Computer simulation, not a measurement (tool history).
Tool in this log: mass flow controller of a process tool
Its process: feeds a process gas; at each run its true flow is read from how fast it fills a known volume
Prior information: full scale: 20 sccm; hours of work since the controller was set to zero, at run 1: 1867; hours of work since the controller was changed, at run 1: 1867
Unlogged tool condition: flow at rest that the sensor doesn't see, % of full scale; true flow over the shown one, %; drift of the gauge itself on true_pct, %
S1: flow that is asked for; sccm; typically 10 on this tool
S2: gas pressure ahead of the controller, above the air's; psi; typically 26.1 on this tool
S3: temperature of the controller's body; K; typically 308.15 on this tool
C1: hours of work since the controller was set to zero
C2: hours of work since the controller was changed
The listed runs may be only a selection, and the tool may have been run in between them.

{"run": 1, "hour": 0.0, "S1": 10, "S2": 26.1, "S3": 308.15, "C1": 1867, "C2": 1867, "true flow (%)": 100.28}
{"run": 2, "hour": 106.8, "S1": 10, "S2": 30, "S3": 308.15, "C1": 1916, "C2": 1916, "true flow (%)": 100.35}
{"run": 3, "hour": 210.0, "S1": 10, "S2": 30, "S3": 308.15, "C1": 1964, "C2": 1964, "true flow (%)": 100.58}
{"run": 4, "hour": 308.7, "S1": 10, "S2": 38.3, "S3": 308.15, "C1": 2010, "C2": 2010, "true flow (%)": 100.47}
{"run": 5, "hour": 404.6, "S1": 10, "S2": 38.7, "S3": 308.15, "C1": 2055, "C2": 2055, "true flow (%)": 100.48}
{"run": 6, "hour": 515.3, "S1": 10, "S2": 38.7, "S3": 308.15, "C1": 2106, "C2": 2106, "true flow (%)": 100.61}
{"run": 7, "hour": 567.9, "S1": 2, "S2": 38.7, "S3": 308.15, "C1": 2131, "C2": 2131, "true flow (%)": 100.07}
{"run": 8, "hour": 647.9, "S1": 2, "S2": 38.7, "S3": 308.15, "C1": 2168, "C2": 2168, "true flow (%)": 100.1}
{"run": 9, "hour": 717.1, "S1": 10, "S2": 26.1, "S3": 307.15, "C1": 2200, "C2": 2200, "true flow (%)": 100.88}
{"run": 10, "hour": 778.6, "S1": 10, "S2": 26.1, "S3": 295.15, "C1": 2229, "C2": 2229, "true flow (%)": 99.44}
{"run": 11, "hour": 827.0, "S1": 10, "S2": 26.1, "S3": 301.15, "C1": 2252, "C2": 2252, "true flow (%)": 100.31}
{"run": 12, "hour": 873.2, "S1": 10, "S2": 26.1, "S3": 308.15, "C1": 2273, "C2": 2273, "true flow (%)": 101.25}
{"run": 13, "hour": 976.5, "S1": 10, "S2": 26.1, "S3": 308.15, "C1": 2321, "C2": 2321, "true flow (%)": 101.29}
{"run": 14, "hour": 1078.3, "S1": 10, "S2": 26.1, "S3": 308.15, "C1": 2368, "C2": 2368, "true flow (%)": 101.45}
{"run": 15, "hour": 1132.4, "S1": 10, "S2": 26.1, "S3": 308.15, "C1": 2394, "C2": 2394, "true flow (%)": 101.31}
{"run": 16, "hour": 1182.7, "S1": 10, "S2": 26.1, "S3": 308.15, "C1": 2417, "C2": 2417, "true flow (%)": 101.49}
{"run": 17, "hour": 1230.9, "S1": 10, "S2": 26.1, "S3": 300.15, "C1": 2439, "C2": 2439, "true flow (%)": 100.48}
{"run": 18, "hour": 1299.1, "S1": 10, "S2": 26.1, "S3": 300.15, "C1": 2471, "C2": 2471, "true flow (%)": 100.54}
{"run": 19, "hour": 1374.7, "S1": 10, "S2": 26.1, "S3": 300.15, "C1": 2506, "C2": 2506, "true flow (%)": 100.71}
{"run": 20, "hour": 1462.3, "S1": 10, "S2": 26.1, "S3": 300.15, "C1": 2547, "C2": 2547, "true flow (%)": 100.77}
{"run": 21, "hour": 1525.7, "S1": 10, "S2": 26.1, "S3": 300.15, "C1": 2577, "C2": 2577, "true flow (%)": 100.85}
{"run": 22, "hour": 1619.5, "S1": 10, "S2": 26.1, "S3": 308.15, "C1": 2620, "C2": 2620, "true flow (%)": 101.89}
{"run": 23, "hour": 1703.2, "S1": 10, "S2": 26.1, "S3": 308.15, "C1": 2659, "C2": 2659, "true flow (%)": 101.86}
{"run": 24, "hour": 1776.3, "S1": 10, "S2": 26.1, "S3": 308.15, "C1": 2693, "C2": 2693, "true flow (%)": 102.08}
{"run": 25, "hour": 1884.5, "S1": 19, "S2": 26.1, "S3": 311.15, "C1": 2744, "C2": 2744, "true flow (%)": 103.34}
{"run": 26, "hour": 1984.7, "S1": 9, "S2": 26.1, "S3": 308.15, "C1": 2790, "C2": 2790, "true flow (%)": 101.99}
{"run": 27, "hour": 2068.7, "S1": 9, "S2": 38, "S3": 302.15, "C1": 2829, "C2": 2829, "true flow (%)": 101.28}
{"run": 28, "hour": 2117.1, "S1": 6, "S2": 40.2, "S3": 307.15, "C1": 2852, "C2": 2852, "true flow (%)": 101.66}
{"run": 29, "hour": 2170.7, "S1": 13, "S2": 21.9, "S3": 308.15, "C1": 2877, "C2": 2877, "true flow (%)": 102.64}
{"run": 30, "hour": 2280.6, "S1": 6, "S2": 26.1, "S3": 308.15, "C1": 2928, "C2": 2928, "true flow (%)": 102.12}
{"run": 31, "hour": 2380.3, "S1": 5, "S2": 31.9, "S3": 296.15, "C1": 2974, "C2": 2974, "true flow (%)": 100.58}
{"run": 32, "hour": 2435.2, "S1": 5, "S2": 31.9, "S3": 296.15, "C1": 3000, "C2": 3000, "true flow (%)": 100.72}
{"run": 33, "hour": 2485.7, "S1": 5, "S2": 26.1, "S3": 308.15, "C1": 3023, "C2": 3023, "true flow (%)": 102.21}
{"run": 34, "hour": 2574.1, "S1": 7, "S2": 40.5, "S3": 308.15, "C1": 3065, "C2": 3065, "true flow (%)": 102.32}
{"run": 35, "hour": 2662.0, "S1": 7, "S2": 40.5, "S3": 308.15, "C1": 3106, "C2": 3106, "true flow (%)": 102.41}
{"run": 36, "hour": 2773.1, "S1": 7, "S2": 40.5, "S3": 295.15, "C1": 3157, "C2": 3157, "true flow (%)": 100.89}
{"hour": 2845.5, "done": "gauge calibrated"}
{"run": 37, "hour": 2881.1, "S1": 3, "S2": 40.5, "S3": 295.15, "C1": 3208, "C2": 3208, "true flow (%)": 98.05}
{"run": 38, "hour": 2985.2, "S1": 13, "S2": 22.5, "S3": 294.15, "C1": 3256, "C2": 3256, "true flow (%)": 99.24}
{"run": 39, "hour": 3056.7, "S1": 11, "S2": 35.4, "S3": 299.15, "C1": 3289, "C2": 3289, "true flow (%)": 99.58}
{"run": 40, "hour": 3149.8, "S1": 2, "S2": 35.4, "S3": 300.15, "C1": 3333, "C2": 3333, "true flow (%)": 98.9}
{"run": 41, "hour": 3208.7, "S1": 20, "S2": 33.1, "S3": 295.15, "C1": 3360, "C2": 3360, "true flow (%)": 100.01}
{"run": 42, "hour": 3318.5, "S1": 7, "S2": 28.4, "S3": 295.15, "C1": 3411, "C2": 3411, "true flow (%)": 98.82}
{"run": 43, "hour": 3363.1, "S1": 10, "S2": 26.1, "S3": 307.15, "C1": 3432, "C2": 3432, "true flow (%)": 100.78}
{"run": 44, "hour": 3418.3, "S1": 17, "S2": 35.1, "S3": 308.15, "C1": 3458, "C2": 3458, "true flow (%)": 101.48}
{"run": 45, "hour": 3499.8, "S1": 13, "S2": 37.3, "S3": 311.15, "C1": 3496, "C2": 3496, "true flow (%)": 101.48}
{"run": 46, "hour": 3595.4, "S1": 3, "S2": 27.6, "S3": 295.15, "C1": 3540, "C2": 3540, "true flow (%)": 98.85}
{"run": 47, "hour": 3690.9, "S1": 3, "S2": 27.6, "S3": 295.15, "C1": 3584, "C2": 3584, "true flow (%)": 99}

Some steps in true flow (%), run to run, broken into two amounts with sign: the step expected even without the hidden condition (settings, incoming material, random variation), and the rest, left for the hidden condition together with whatever gauge scatter is not in both the measured and the hidden-condition-free result:
Run 1 -> 2: S2 26.1 -> 30. true flow (%) +0.07: hidden state +0.11, all else -0.04.
Run 24 -> 25: S1 10 -> 19, S3 308.15 -> 311.15. true flow (%) +1.26: hidden state +0.13, all else +1.13.
Run 36 -> 37: S1 7 -> 3, gauge calibrated. true flow (%) -2.84: hidden state -2.58, all else -0.26.
Run 42 -> 43: S1 7 -> 10, S2 28.4 -> 26.1, S3 295.15 -> 307.15. true flow (%) +1.96: hidden state +0.05, all else +1.91.
Run 45 -> 46: S1 13 -> 3, S2 37.3 -> 27.6, S3 311.15 -> 295.15. true flow (%) -2.63: hidden state +0.05, all else -2.68.
